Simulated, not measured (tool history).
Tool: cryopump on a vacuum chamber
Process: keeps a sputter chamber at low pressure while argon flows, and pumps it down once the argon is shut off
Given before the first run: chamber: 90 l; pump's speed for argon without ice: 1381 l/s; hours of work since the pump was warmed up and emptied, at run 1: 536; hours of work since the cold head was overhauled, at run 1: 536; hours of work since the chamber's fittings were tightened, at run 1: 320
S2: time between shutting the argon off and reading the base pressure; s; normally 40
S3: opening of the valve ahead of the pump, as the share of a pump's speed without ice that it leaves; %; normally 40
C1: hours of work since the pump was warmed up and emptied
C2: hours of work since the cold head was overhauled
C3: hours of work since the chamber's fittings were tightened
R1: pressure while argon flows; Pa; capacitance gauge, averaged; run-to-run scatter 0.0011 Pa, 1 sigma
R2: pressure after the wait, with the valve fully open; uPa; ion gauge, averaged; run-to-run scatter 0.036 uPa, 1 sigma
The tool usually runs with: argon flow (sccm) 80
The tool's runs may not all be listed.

run 1 hour=0 | argon_flow_(sccm)=80 S2=40 S3=40 | C1=536 C2=536 C3=320 | R1=0.274 R2=2.36
run 2 hour=13.8 | argon_flow_(sccm)=80 S2=40 S3=40 | C1=548 C2=548 C3=332 | R1=0.2744 R2=2.44
run 3 hour=30.5 | argon_flow_(sccm)=80 S2=40 S3=21 | C1=563 C2=563 C3=347 | R1=0.4967 R2=2.42
run 4 hour=58.5 | argon_flow_(sccm)=80 S2=40 S3=57 | C1=589 C2=589 C3=372 | R1=0.2041 R2=2.51
run 5 hour=88.2 | argon_flow_(sccm)=80 S2=40 S3=57 | C1=615 C2=615 C3=399 | R1=0.2056 R2=2.5
run 6 hour=101.3 | argon_flow_(sccm)=80 S2=40 S3=42 | C1=627 C2=627 C3=411 | R1=0.2687 R2=2.58
run 7 hour=128.8 | argon_flow_(sccm)=80 S2=40 S3=42 | C1=652 C2=652 C3=435 | R1=0.2683 R2=2.55
run 8 hour=142.8 | argon_flow_(sccm)=80 S2=40 S3=42 | C1=664 C2=664 C3=448 | R1=0.2711 R2=2.55
run 9 hour=163.2 | argon_flow_(sccm)=80 S2=40 S3=42 | C1=683 C2=683 C3=466 | R1=0.2741 R2=2.61
run 10 hour=191.8 | argon_flow_(sccm)=80 S2=40 S3=33 | C1=708 C2=708 C3=492 | R1=0.34 R2=2.7
run 11 hour=208.7 | argon_flow_(sccm)=80 S2=40 S3=33 | C1=724 C2=724 C3=507 | R1=0.3401 R2=2.65
run 12 hour=238.7 | argon_flow_(sccm)=80 S2=40 S3=33 | C1=751 C2=751 C3=534 | R1=0.3445 R2=2.78
run 13 hour=266.1 | argon_flow_(sccm)=80 S2=40 S3=34 | C1=775 C2=775 C3=559 | R1=0.334 R2=2.77
run 14 hour=295.5 | argon_flow_(sccm)=39 S2=106 S3=23 | C1=802 C2=802 C3=585 | R1=0.2322 R2=1.75
-- hour=312.3 pump warmed up, emptied and cooled again
run 15 hour=319.4 | argon_flow_(sccm)=68 S2=294 S3=35 | C1=6 C2=819 C3=602 | R1=0.2398 R2=1
run 16 hour=334.4 | argon_flow_(sccm)=136 S2=40 S3=17 | C1=20 C2=832 C3=616 | R1=0.9894 R2=2.55
run 17 hour=357.8 | argon_flow_(sccm)=136 S2=40 S3=17 | C1=41 C2=853 C3=637 | R1=0.9836 R2=2.59
run 18 hour=384.3 | argon_flow_(sccm)=136 S2=40 S3=17 | C1=65 C2=877 C3=660 | R1=0.9899 R2=2.61
run 19 hour=406.6 | argon_flow_(sccm)=136 S2=88 S3=55 | C1=85 C2=897 C3=680 | R1=0.3127 R2=1.67
run 20 hour=435.7 | argon_flow_(sccm)=136 S2=88 S3=55 | C1=111 C2=923 C3=707 | R1=0.3107 R2=1.72
run 21 hour=458.1 | argon_flow_(sccm)=136 S2=88 S3=55 | C1=131 C2=943 C3=727 | R1=0.3148 R2=1.68
run 22 hour=485.3 | argon_flow_(sccm)=136 S2=88 S3=55 | C1=155 C2=968 C3=751 | R1=0.3186 R2=1.69
run 23 hour=499 | argon_flow_(sccm)=136 S2=257 S3=17 | C1=168 C2=980 C3=764 | R1=1.001 R2=1.17
run 24 hour=517.2 | argon_flow_(sccm)=136 S2=257 S3=17 | C1=184 C2=996 C3=780 | R1=0.9973 R2=1.22
run 25 hour=540.7 | argon_flow_(sccm)=80 S2=40 S3=23 | C1=205 C2=1017 C3=801 | R1=0.4323 R2=2.77

Forecast each of these 5 alternatives for the next run:
run A hour=566.6 | argon_flow_(sccm)=120 S2=32 S3=16 | C1=229 C2=1041 C3=824 | R1=? R2=?
run B hour=566.6 | argon_flow_(sccm)=80 S2=32 S3=40 | C1=229 C2=1041 C3=824 | R1=? R2=?
run C hour=566.6 | argon_flow_(sccm)=130 S2=43 S3=30 | C1=229 C2=1041 C3=824 | R1=? R2=?
run D hour=566.6 | argon_flow_(sccm)=80 S2=162 S3=52 | C1=229 C2=1041 C3=824 | R1=? R2=?
run E hour=566.6 | argon_flow_(sccm)=34 S2=133 S3=15 | C1=229 C2=1041 C3=824 | R1=? R2=?

run=A R1=0.9378 R2=3.2
run=B R1=0.258 R2=3.25
run=C R1=0.5509 R2=2.69
run=D R1=0.1991 R2=1.36
run=E R1=0.2825 R2=1.55
What these runs would have given with no unlogged condition in the tool:
run=A R1=0.9195 R2=2.44
run=B R1=0.2458 R2=2.47
run=C R1=0.5312 R2=1.91
run=D R1=0.1869 R2=0.61
run=E R1=0.2774 R2=0.76
